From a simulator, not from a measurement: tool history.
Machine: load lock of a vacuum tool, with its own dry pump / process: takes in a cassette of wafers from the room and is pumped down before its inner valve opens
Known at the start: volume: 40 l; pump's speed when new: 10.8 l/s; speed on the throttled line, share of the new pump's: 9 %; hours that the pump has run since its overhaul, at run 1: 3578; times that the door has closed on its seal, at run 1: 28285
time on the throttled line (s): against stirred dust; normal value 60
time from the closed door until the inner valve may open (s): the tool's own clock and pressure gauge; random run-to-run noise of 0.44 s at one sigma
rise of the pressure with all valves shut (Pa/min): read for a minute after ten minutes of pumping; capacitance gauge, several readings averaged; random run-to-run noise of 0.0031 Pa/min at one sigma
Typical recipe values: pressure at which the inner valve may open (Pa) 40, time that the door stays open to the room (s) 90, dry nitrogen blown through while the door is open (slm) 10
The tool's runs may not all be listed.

run	day	time on the throttled line (s)	pressure at which the inner valve may open (Pa)	time that the door stays open to the room (s)	dry nitrogen blown through while the door is open (slm)	hours that the pump has run since its overhaul	times that the door has closed on its seal	incoming humidity of the room's air, %	time from the closed door until the inner valve may open (s)	rise of the pressure with all valves shut (Pa/min)
1	0.000	60	40	90	10	3578	28285	44.4	84.7	0.067
2	10.971	60	40	90	10	3841	29187	44.4	84.8	0.068
3	23.508	60	40	90	10	4142	30219	44.5	83.7	0.062
4	39.621	60	40	90	10	4529	31545	43.7	83.8	0.065
5	55.171	60	40	90	6	4902	32824	44.2	83.7	0.070
6	63.829	60	40	90	10	5109	33537	40.2	83.5	0.060
# day 71.404: door's seal changed, seat wiped
7	80.642	60	40	90	10	5511	760	43.8	84.0	0.066
8	100.883	99	57	90	10	5997	2426	45.7	118.0	0.064
9	118.300	87	40	66	10	6415	3859	45.0	107.6	0.063
10	137.596	64	38	70	5	6878	5447	43.8	87.2	0.064
11	146.862	49	70	70	12	7101	6209	43.2	71.6	0.058
12	157.929	49	70	70	12	7366	7120	44.0	71.6	0.055
13	177.704	49	70	70	12	7841	8747	46.3	72.3	0.058
14	186.954	49	70	70	12	8063	9508	45.0	72.2	0.058

Here are 5 independent what-if runs from the current tool condition. What would each one return?
A	195.917	62	70	77	23	8278	10246	45.0	?	?
B	195.917	49	30	42	12	8278	10246	44.7	?	?
C	195.917	60	40	95	10	8278	10246	46.0	?	?
D	195.917	45	70	212	5	8278	10246	41.7	?	?
E	195.917	49	70	29	12	8278	10246	46.9	?	?

run	time from the closed door until the inner valve may open (s)	rise of the pressure with all valves shut (Pa/min)
A	83.3	0.049
B	74.0	0.049
C	84.3	0.069
D	67.0	0.093
E	72.0	0.042
Had the tool no hidden state, the same runs would have come out as:
run	time from the closed door until the inner valve may open (s)	rise of the pressure with all valves shut (Pa/min)
A	83.3	0.049
B	74.0	0.048
C	84.3	0.069
D	67.0	0.093
E	72.0	0.042
